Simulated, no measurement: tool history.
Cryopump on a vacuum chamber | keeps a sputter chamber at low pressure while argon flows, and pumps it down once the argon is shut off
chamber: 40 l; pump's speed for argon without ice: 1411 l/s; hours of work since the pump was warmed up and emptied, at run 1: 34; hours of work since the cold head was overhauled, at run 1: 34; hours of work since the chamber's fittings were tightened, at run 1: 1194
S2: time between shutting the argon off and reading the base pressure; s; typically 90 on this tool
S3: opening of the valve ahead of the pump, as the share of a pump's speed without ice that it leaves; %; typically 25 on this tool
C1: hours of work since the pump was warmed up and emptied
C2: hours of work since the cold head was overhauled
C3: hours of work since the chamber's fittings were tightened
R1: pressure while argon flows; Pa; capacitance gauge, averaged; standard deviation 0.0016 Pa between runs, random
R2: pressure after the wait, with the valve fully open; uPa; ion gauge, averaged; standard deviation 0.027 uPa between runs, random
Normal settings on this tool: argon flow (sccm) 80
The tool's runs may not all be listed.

Run 1, day 0.000: usual settings; C1 34; C2 34; C3 1194. Result: R1 0.3843 Pa, R2 2.91 uPa.
Run 2, day 0.388: usual settings; C1 38; C2 38; C3 1197. Result: R1 0.3895 Pa, R2 2.97 uPa.
Run 3, day 1.017: usual settings; C1 45; C2 45; C3 1204. Result: R1 0.3866 Pa, R2 2.97 uPa.
Run 4, day 1.675: usual settings; C1 51; C2 51; C3 1210. Result: R1 0.3859 Pa, R2 2.97 uPa.
Run 5, day 2.029: usual settings; C1 54; C2 54; C3 1214. Result: R1 0.3856 Pa, R2 2.98 uPa.
Run 6, day 2.446: usual settings but argon flow (sccm) 96; C1 59; C2 59; C3 1218. Result: R1 0.4652 Pa, R2 2.87 uPa.
Run 7, day 2.979: usual settings but argon flow (sccm) 96; C1 64; C2 64; C3 1223. Result: R1 0.4637 Pa, R2 3.04 uPa.
Run 8, day 3.492: usual settings but argon flow (sccm) 96; C1 69; C2 69; C3 1228. Result: R1 0.4654 Pa, R2 3.07 uPa.
Run 9, day 3.925: usual settings but S2 109 s; C1 73; C2 73; C3 1232. Result: R1 0.3872 Pa, R2 2.82 uPa.
Run 10, day 4.462: usual settings; C1 79; C2 79; C3 1238. Result: R1 0.3863 Pa, R2 3.02 uPa.
Run 11, day 4.838: usual settings; C1 82; C2 82; C3 1241. Result: R1 0.3895 Pa, R2 3.04 uPa.
Run 12, day 5.183: usual settings but argon flow (sccm) 116, S2 77 s; C1 86; C2 86; C3 1245. Result: R1 0.5615 Pa, R2 3.22 uPa.
Run 13, day 5.525: usual settings but S2 281 s, S3 46 %; C1 89; C2 89; C3 1248. Result: R1 0.2129 Pa, R2 2.44 uPa.
Run 14, day 6.133: usual settings but S2 281 s, S3 46 %; C1 95; C2 95; C3 1254. Result: R1 0.2146 Pa, R2 2.36 uPa.
Run 15, day 6.758: usual settings but S2 281 s, S3 46 %; C1 101; C2 101; C3 1260. Result: R1 0.2130 Pa, R2 2.40 uPa.
Run 16, day 7.171: usual settings but S2 281 s, S3 46 %; C1 105; C2 105; C3 1264. Result: R1 0.2129 Pa, R2 2.44 uPa.
Run 17, day 7.533: usual settings but S2 281 s, S3 46 %; C1 109; C2 109; C3 1268. Result: R1 0.2155 Pa, R2 2.46 uPa.
Run 18, day 8.083: usual settings but argon flow (sccm) 107, S2 29 s, S3 46 %; C1 114; C2 114; C3 1273. Result: R1 0.2894 Pa, R2 5.32 uPa.

Run 19 has not been measured yet. What should we expect?
Run 19, day 8.404: usual settings but S2 112 s, S3 33 %; C1 117; C2 117; C3 1277. Result: R1 ?, R2 ?.

{"run 19": {"R1": 0.2992, "R2": 2.86}}
The same run, on a tool lacking any hidden state, would have yielded R1 0.2922 Pa, R2 1.02 uPa.
